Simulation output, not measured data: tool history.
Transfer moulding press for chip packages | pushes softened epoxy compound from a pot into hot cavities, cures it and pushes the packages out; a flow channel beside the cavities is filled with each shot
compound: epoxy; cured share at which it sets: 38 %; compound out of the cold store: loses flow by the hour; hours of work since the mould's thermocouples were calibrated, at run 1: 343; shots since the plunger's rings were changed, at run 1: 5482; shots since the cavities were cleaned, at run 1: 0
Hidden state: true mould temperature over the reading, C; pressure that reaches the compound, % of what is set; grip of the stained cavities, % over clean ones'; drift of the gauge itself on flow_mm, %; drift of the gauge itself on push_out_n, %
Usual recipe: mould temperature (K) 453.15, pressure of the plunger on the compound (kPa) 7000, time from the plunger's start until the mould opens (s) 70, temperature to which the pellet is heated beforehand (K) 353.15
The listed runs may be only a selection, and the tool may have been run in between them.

run,hour,mould temperature (K),pressure of the plunger on the compound (kPa),time from the plunger's start until the mould opens (s),temperature to which the pellet is heated beforehand (K),hours of work since the mould's thermocouples were calibrated,shots since the plunger's rings were changed,shots since the cavities were cleaned,incoming compound's hours out of the cold store,length that the compound runs in the flow channel (mm),greatest force on the pins that push the packages out (N)
1,0,453.15,7000,70,353.15,343,5482,0,25.3,818,262
2,23,453.15,7000,106,353.15,353,5748,266,36.9,782,330
3,43.4,453.15,5550,70,353.15,362,5983,501,17.7,764,460
4,66.4,453.15,7000,70,353.15,372,6248,766,24.6,830,489
# hour 74.4: cavities cleaned with cleaning compound and waxed
5,87.1,455.15,7000,70,353.15,380,6469,147,30.2,778,308
6,102,453.15,7000,60,353.15,386,6641,319,41.1,737,529
# hour 116.4: plunger's sealing rings changed
7,132.2,453.15,7000,70,353.15,398,182,638,20.2,956,452
# hour 151.1: cavities cleaned with cleaning compound and waxed
8,167,453.15,7000,70,349.15,413,566,184,25,929,369
9,185.1,459.15,7000,70,353.15,420,775,393,34.3,852,353
10,210,460.15,6550,70,352.15,431,1062,680,23.8,870,381
# hour 224.7: cavities cleaned with cleaning compound and waxed
11,242.5,460.15,6550,70,352.15,445,1419,205,10.3,919,323
12,267.1,460.15,5430,70,352.15,455,1703,489,40.2,715,370
13,283,455.15,8240,58,354.15,462,1886,672,14.7,1037,650
# hour 297.1: cavities cleaned with cleaning compound and waxed
14,317.2,450.15,7600,70,362.15,476,2263,231,10.8,1017,458
15,343.8,450.15,7830,69,359.15,488,2569,537,42.6,856,508
16,361.8,450.15,7830,69,359.15,495,2777,745,46.2,831,528
# hour 370: cavities cleaned with cleaning compound and waxed
17,384.1,449.15,7830,104,359.15,504,3017,163,16,990,311

Hidden condition of the tool, last listed run before each entry between runs versus first listed run after:
After run 4, before run 5: cavities cleaned with cleaning compound and waxed (hour 74.4)
  true mould temperature over the reading, C: 0.85 -> 0.86; pressure that reaches the compound, % of what is set: 76.19 -> 75.28; grip of the stained cavities, % over clean ones': 90.2 -> 36.5
  measured minus no-state result, length that the compound runs in the flow channel (mm): -124 -> -121; greatest force on the pins that push the packages out (N): +219 -> +78
After run 6, before run 7: plunger's sealing rings changed (hour 116.4)
  true mould temperature over the reading, C: 0.88 -> 0.9; pressure that reaches the compound, % of what is set: 74.6 -> 98.94; grip of the stained cavities, % over clean ones': 63.8 -> 85.9
  measured minus no-state result, length that the compound runs in the flow channel (mm): -119 -> -8; greatest force on the pins that push the packages out (N): +187 -> +202
After run 7, before run 8: cavities cleaned with cleaning compound and waxed (hour 151.1)
  true mould temperature over the reading, C: 0.9 -> 0.92; pressure that reaches the compound, % of what is set: 98.94 -> 97.49; grip of the stained cavities, % over clean ones': 85.9 -> 44
  measured minus no-state result, length that the compound runs in the flow channel (mm): -8 -> -15; greatest force on the pins that push the packages out (N): +202 -> +101
After run 10, before run 11: cavities cleaned with cleaning compound and waxed (hour 224.7)
  true mould temperature over the reading, C: 0.95 -> 0.97; pressure that reaches the compound, % of what is set: 95.61 -> 94.41; grip of the stained cavities, % over clean ones': 86.5 -> 48.7
  measured minus no-state result, length that the compound runs in the flow channel (mm): -23 -> -31; greatest force on the pins that push the packages out (N): +178 -> +102
After run 13, before run 14: cavities cleaned with cleaning compound and waxed (hour 297.1)
  true mould temperature over the reading, C: 1 -> 1.03; pressure that reaches the compound, % of what is set: 92.65 -> 91.09; grip of the stained cavities, % over clean ones': 87.1 -> 50.3
  measured minus no-state result, length that the compound runs in the flow channel (mm): -44 -> -53; greatest force on the pins that push the packages out (N): +274 -> +130
After run 16, before run 17: cavities cleaned with cleaning compound and waxed (hour 370)
  true mould temperature over the reading, C: 1.06 -> 1.08; pressure that reaches the compound, % of what is set: 89.13 -> 88.15; grip of the stained cavities, % over clean ones': 88.5 -> 42.2
  measured minus no-state result, length that the compound runs in the flow channel (mm): -53 -> -69; greatest force on the pins that push the packages out (N): +231 -> +90
